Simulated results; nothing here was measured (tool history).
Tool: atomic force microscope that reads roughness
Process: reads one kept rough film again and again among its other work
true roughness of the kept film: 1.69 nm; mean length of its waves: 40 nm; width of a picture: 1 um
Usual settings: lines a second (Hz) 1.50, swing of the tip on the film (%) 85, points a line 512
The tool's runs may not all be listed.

run,day,lines a second (Hz),swing of the tip on the film (%),points a line,roughness of the kept film (nm (root mean square))
1,0.000,1.50,85,512,1.421
2,0.471,1.50,85,512,1.420
3,0.700,1.50,85,512,1.411
4,1.083,1.50,85,512,1.424
5,1.562,1.50,85,629,1.418
6,1.858,1.50,85,629,1.407
7,2.158,1.58,85,629,1.391
8,2.596,1.58,85,629,1.389
# day 2.708: new tip fitted
9,2.904,1.50,85,512,1.526
10,3.304,1.50,85,512,1.518
11,3.733,1.50,85,512,1.519
12,4.246,1.50,85,512,1.510
13,4.458,1.50,87,512,1.494
14,4.746,1.50,85,463,1.507
15,5.008,0.60,64,566,1.582
16,5.496,1.25,84,615,1.510
17,5.879,1.25,84,615,1.500
18,6.317,1.25,84,615,1.516
19,6.779,1.25,84,615,1.495
20,7.217,1.25,84,615,1.479
21,7.425,1.25,88,295,1.457
22,7.754,1.25,88,295,1.462
23,8.267,1.50,68,516,1.518
24,8.533,1.06,76,516,1.506
25,9.042,1.06,76,516,1.497
26,9.371,1.06,76,516,1.480
27,9.638,1.06,76,361,1.474

3 ways to go on from here, each from the tool as it stands after run 27. What would each give?
A,10.092,2.83,76,361,?
B,10.092,0.98,84,256,?
C,10.092,1.50,79,446,?

run,roughness of the kept film (nm (root mean square))
A,1.417
B,1.465
C,1.449
Without the tool's hidden state the same runs would have given:
run,roughness of the kept film (nm (root mean square))
A,1.517
B,1.568
C,1.550
